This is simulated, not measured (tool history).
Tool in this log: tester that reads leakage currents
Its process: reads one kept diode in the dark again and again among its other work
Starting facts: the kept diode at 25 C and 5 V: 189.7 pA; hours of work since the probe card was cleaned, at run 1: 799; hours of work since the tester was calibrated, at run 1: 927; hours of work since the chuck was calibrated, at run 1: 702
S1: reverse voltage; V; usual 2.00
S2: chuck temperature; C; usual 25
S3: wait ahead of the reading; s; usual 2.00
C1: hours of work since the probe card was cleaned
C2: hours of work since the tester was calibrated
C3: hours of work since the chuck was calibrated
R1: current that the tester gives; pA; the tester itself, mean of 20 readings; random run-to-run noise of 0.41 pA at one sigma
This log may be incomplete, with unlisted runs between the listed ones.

{"run": 1, "hour": 0.0, "S1": 2.0, "S2": 25, "S3": 2.0, "C1": 799, "C2": 927, "C3": 702, "R1": 154.07}
{"run": 2, "hour": 21.9, "S1": 2.0, "S2": 25, "S3": 2.0, "C1": 810, "C2": 938, "C3": 713, "R1": 153.88}
{"hour": 60.4, "done": "chuck's temperature calibrated"}
{"run": 3, "hour": 63.8, "S1": 2.0, "S2": 25, "S3": 2.0, "C1": 829, "C2": 957, "C3": 2, "R1": 156.92}
{"run": 4, "hour": 106.0, "S1": 2.0, "S2": 25, "S3": 2.0, "C1": 849, "C2": 977, "C3": 22, "R1": 157.84}
{"run": 5, "hour": 150.9, "S1": 6.57, "S2": 25, "S3": 2.0, "C1": 870, "C2": 998, "C3": 43, "R1": 253.42}
{"run": 6, "hour": 200.3, "S1": 6.57, "S2": 25, "S3": 2.0, "C1": 894, "C2": 1022, "C3": 67, "R1": 254.14}
{"hour": 213.3, "done": "chuck's temperature calibrated, once more"}
{"run": 7, "hour": 250.9, "S1": 6.57, "S2": 25, "S3": 2.0, "C1": 917, "C2": 1045, "C3": 18, "R1": 221.18}
{"run": 8, "hour": 276.3, "S1": 6.57, "S2": 25, "S3": 2.0, "C1": 929, "C2": 1057, "C3": 30, "R1": 223.27}
{"run": 9, "hour": 301.8, "S1": 2.0, "S2": 25, "S3": 0.49, "C1": 941, "C2": 1069, "C3": 42, "R1": 140.09}
{"run": 10, "hour": 344.9, "S1": 2.0, "S2": 25, "S3": 0.49, "C1": 962, "C2": 1090, "C3": 63, "R1": 138.88}
{"run": 11, "hour": 395.4, "S1": 2.0, "S2": 36, "S3": 2.0, "C1": 986, "C2": 1114, "C3": 87, "R1": 346.29}
{"run": 12, "hour": 443.1, "S1": 2.0, "S2": 36, "S3": 2.0, "C1": 1009, "C2": 1137, "C3": 110, "R1": 347.68}
{"run": 13, "hour": 465.4, "S1": 2.0, "S2": 36, "S3": 2.0, "C1": 1019, "C2": 1147, "C3": 120, "R1": 348.54}
{"run": 14, "hour": 508.3, "S1": 7.31, "S2": 43, "S3": 2.0, "C1": 1040, "C2": 1168, "C3": 141, "R1": 993.75}
{"run": 15, "hour": 541.4, "S1": 7.31, "S2": 43, "S3": 2.0, "C1": 1055, "C2": 1183, "C3": 156, "R1": 991.8}
{"hour": 586.8, "done": "probe card cleaned and baked"}
{"run": 16, "hour": 594.2, "S1": 2.0, "S2": 37, "S3": 2.0, "C1": 4, "C2": 1207, "C3": 180, "R1": 378.17}
{"run": 17, "hour": 641.1, "S1": 2.0, "S2": 37, "S3": 2.0, "C1": 26, "C2": 1230, "C3": 202, "R1": 380.67}
{"run": 18, "hour": 678.3, "S1": 2.0, "S2": 37, "S3": 2.0, "C1": 44, "C2": 1247, "C3": 220, "R1": 378.81}
{"run": 19, "hour": 719.5, "S1": 2.0, "S2": 33, "S3": 2.0, "C1": 63, "C2": 1267, "C3": 240, "R1": 274.27}
{"run": 20, "hour": 751.1, "S1": 2.0, "S2": 31, "S3": 2.0, "C1": 78, "C2": 1282, "C3": 255, "R1": 232.34}
{"run": 21, "hour": 776.5, "S1": 17.07, "S2": 54, "S3": 6.53, "C1": 90, "C2": 1294, "C3": 267, "R1": 3140.02}
{"run": 22, "hour": 823.0, "S1": 17.07, "S2": 54, "S3": 6.53, "C1": 113, "C2": 1316, "C3": 289, "R1": 3132.14}

Predict each of these 4 candidate next runs independently; none follows another, all start after run 22:
{"run": "A", "hour": 854.0, "S1": 17.07, "S2": 34, "S3": 3.13, "C1": 127, "C2": 1331, "C3": 304, "R1": "?"}
{"run": "B", "hour": 854.0, "S1": 17.07, "S2": 24, "S3": 0.65, "C1": 127, "C2": 1331, "C3": 304, "R1": "?"}
{"run": "C", "hour": 854.0, "S1": 1.52, "S2": 23, "S3": 6.53, "C1": 127, "C2": 1331, "C3": 304, "R1": "?"}
{"run": "D", "hour": 854.0, "S1": 17.07, "S2": 28, "S3": 6.53, "C1": 127, "C2": 1331, "C3": 304, "R1": "?"}

run=A R1=677.18
run=B R1=298.40
run=C R1=107.02
run=D R1=414.02
Stripped of hidden state, with their random variation kept, the same runs would have yielded:
run=A R1=644.74
run=B R1=281.62
run=C R1=101.86
run=D R1=392.28
